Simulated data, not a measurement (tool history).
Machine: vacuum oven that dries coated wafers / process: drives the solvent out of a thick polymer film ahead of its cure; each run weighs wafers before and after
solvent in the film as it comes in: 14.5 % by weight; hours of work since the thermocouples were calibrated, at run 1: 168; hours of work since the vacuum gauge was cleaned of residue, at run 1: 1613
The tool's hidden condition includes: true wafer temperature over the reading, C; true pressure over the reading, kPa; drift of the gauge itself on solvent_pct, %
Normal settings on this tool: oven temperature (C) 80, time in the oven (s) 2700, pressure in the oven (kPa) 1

run,hour,oven temperature (C),time in the oven (s),pressure in the oven (kPa),hours of work since the thermocouples were calibrated,hours of work since the vacuum gauge was cleaned of residue,solvent left in the film (%)
1,0,80,2700,1,168,1613,3.59
2,47.9,80,2700,1,203,1649,3.76
3,83.3,80,2700,1,230,1675,3.74
4,147.9,80,2700,1,278,1723,3.82
5,187.3,74,2700,1,307,1752,5.26
6,218.3,71,2700,1,330,1775,6.17
7,270.6,75,2700,1,369,1814,5.15
8,306.5,75,3660,1,395,1841,4.66
9,347.3,80,2700,1,426,1871,3.89
10,385.6,80,2700,1,454,1899,4.03
11,429.6,80,2700,1,487,1932,3.95
12,495,80,2700,1,535,1981,3.95
13,524.8,80,2700,1,558,2003,4.08
14,561.9,80,2700,1,585,2030,4.02
15,596.6,80,2700,0.68,611,2056,3.35
16,657,80,2700,1.37,656,2101,4.77
17,688.9,80,2700,1.44,679,2125,4.95
18,758.4,80,2700,1.44,731,2176,4.82
19,788.3,80,2700,1,753,2199,4.07
20,853,80,2700,1,801,2247,4.17
21,908.6,80,2700,1,843,2288,4.27
22,960.1,80,2700,1,881,2326,4.17
23,1020.3,80,1920,1,926,2371,4.75
24,1074.7,80,2700,1,966,2411,4.22
25,1121.2,80,3600,2.16,1001,2446,6.2
26,1150.1,89,3600,2.16,1022,2467,4.28
# hour 1183.3: oven's thermocouples calibrated
27,1211.8,89,3600,2.16,21,2512,4.38
28,1253.3,66,2400,2.95,52,2543,14.19
29,1298.8,89,3240,0.77,86,2576,2.58
30,1346.5,89,3240,0.77,121,2612,2.53
31,1385.2,69,2220,1.26,150,2641,8.65
32,1428.2,83,1380,1,182,2672,4.8
33,1487.3,83,1380,1,226,2716,4.74
34,1556.6,80,1380,1.83,277,2768,7.1
# hour 1588.9: vacuum gauge cleaned of residue and calibrated
35,1624.2,87,3840,0.62,326,26,0.87
36,1655.6,69,2280,0.72,350,50,4.36
37,1707.1,92,4380,0.89,388,88,1.1
38,1753.2,78,3660,3.76,422,122,7.97
39,1796,83,2820,1,454,154,1.88
40,1844.9,83,1980,1.07,490,190,2.53
41,1885.9,68,2100,1.69,521,221,7.48
42,1926.7,68,2100,1.69,551,251,7.59
43,1990.8,68,2100,1.69,599,299,7.52
44,2057.8,80,2100,1,649,348,2.81
45,2102.2,83,2700,2.17,682,381,4.14
46,2169.1,79,3840,0.56,731,431,1.62
47,2236.9,71,3840,1.81,782,481,5.9
48,2293.3,67,3540,0.9,824,523,4.7

Across each entry between runs, compare the hidden state at the last listed run before it with the hidden state at the first listed run after it:
Logged between run 26 and run 27: oven's thermocouples calibrated (hour 1183.3)
  true wafer temperature over the reading, C: 0.52 -> 0.41; true pressure over the reading, kPa: 1.052 -> 1.071
  what was measured, less what the result would be without the hidden state, solvent left in the film (%): +1.37 -> +1.4
Logged between run 34 and run 35: vacuum gauge cleaned of residue and calibrated (hour 1588.9)
  true wafer temperature over the reading, C: 0.68 -> 0.74; true pressure over the reading, kPa: 1.178 -> 0.016
  what was measured, less what the result would be without the hidden state, solvent left in the film (%): +1.8 -> +0
